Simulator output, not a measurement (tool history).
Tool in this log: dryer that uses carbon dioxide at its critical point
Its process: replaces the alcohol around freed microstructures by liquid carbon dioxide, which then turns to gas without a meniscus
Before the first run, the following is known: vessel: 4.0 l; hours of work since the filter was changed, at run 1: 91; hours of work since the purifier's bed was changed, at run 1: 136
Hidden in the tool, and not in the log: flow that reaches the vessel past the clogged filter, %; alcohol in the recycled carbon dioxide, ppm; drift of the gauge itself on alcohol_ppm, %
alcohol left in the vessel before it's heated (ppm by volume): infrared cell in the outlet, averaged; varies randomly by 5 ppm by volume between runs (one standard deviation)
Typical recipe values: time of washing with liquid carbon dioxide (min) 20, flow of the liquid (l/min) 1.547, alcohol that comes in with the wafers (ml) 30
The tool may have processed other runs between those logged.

| run | hour | time of washing with liquid carbon dioxide (min) | flow of the liquid (l/min) | alcohol that comes in with the wafers (ml) | hours of work since the filter was changed | hours of work since the purifier's bed was changed | alcohol left in the vessel before it's heated (ppm by volume) |
|---|---|---|---|---|---|---|---|
| 1 | 0.0 | 20 | 1.547 | 30 | 91 | 136 | 86 |
| 2 | 5.4 | 20 | 1.547 | 30 | 94 | 138 | 89 |
| 3 | 14.2 | 20 | 1.547 | 30 | 97 | 142 | 93 |
| 4 | 20.5 | 20 | 1.120 | 30 | 99 | 144 | 274 |
| 5 | 30.2 | 20 | 1.547 | 30 | 103 | 148 | 97 |
| 6 | 36.0 | 20 | 1.547 | 30 | 105 | 150 | 90 |
| 7 | 42.6 | 20 | 1.547 | 30 | 108 | 153 | 90 |
| 8 | 52.5 | 20 | 1.547 | 58 | 112 | 157 | 150 |
| 9 | 58.5 | 20 | 1.547 | 47 | 114 | 159 | 131 |
| 10 | 67.6 | 20 | 1.547 | 47 | 118 | 162 | 135 |
| 11 | 76.1 | 20 | 1.547 | 47 | 121 | 166 | 132 |
| 12 | 82.4 | 20 | 1.547 | 47 | 123 | 168 | 137 |
| 13 | 89.8 | 20 | 1.547 | 47 | 126 | 171 | 139 |
| 14 | 102.0 | 22 | 1.547 | 47 | 131 | 176 | 110 |
| 15 | 113.7 | 20 | 1.547 | 30 | 136 | 180 | 109 |
| 16 | 122.5 | 20 | 1.547 | 30 | 139 | 184 | 114 |
| 17 | 131.4 | 19 | 1.547 | 30 | 143 | 187 | 128 |
| 18 | 139.8 | 20 | 1.310 | 30 | 146 | 190 | 192 |
| 19 | 145.6 | 20 | 1.310 | 30 | 148 | 193 | 199 |
| 20 | 158.0 | 20 | 1.310 | 30 | 153 | 198 | 197 |
| 21 | 165.4 | 20 | 1.547 | 43 | 156 | 200 | 161 |
| 22 | 177.3 | 19 | 1.650 | 30 | 160 | 205 | 133 |
| 23 | 188.3 | 14 | 1.640 | 52 | 165 | 209 | 491 |
|  | 195.7 | inlet filter changed |
| 24 | 200.1 | 14 | 0.960 | 52 | 2 | 214 | 1354 |
| 25 | 207.8 | 20 | 1.950 | 30 | 5 | 217 | 59 |
| 26 | 219.3 | 20 | 1.950 | 30 | 9 | 221 | 55 |
| 27 | 229.7 | 21 | 1.547 | 30 | 13 | 225 | 84 |
| 28 | 235.5 | 27 | 1.030 | 30 | 15 | 227 | 124 |
| 29 | 240.9 | 27 | 1.030 | 30 | 18 | 229 | 120 |
| 30 | 253.4 | 20 | 1.850 | 30 | 22 | 234 | 69 |
| 31 | 262.0 | 20 | 1.850 | 30 | 26 | 238 | 61 |

Run 32, settings as shown, results not yet in. Your forecast:
| 32 | 274.6 | 20 | 1.470 | 30 | 31 | 242 | ? |

alcohol left in the vessel before it's heated (ppm by volume): 107
The same run, on a tool lacking any hidden state, would have yielded alcohol left in the vessel before it's heated (ppm by volume) 50.

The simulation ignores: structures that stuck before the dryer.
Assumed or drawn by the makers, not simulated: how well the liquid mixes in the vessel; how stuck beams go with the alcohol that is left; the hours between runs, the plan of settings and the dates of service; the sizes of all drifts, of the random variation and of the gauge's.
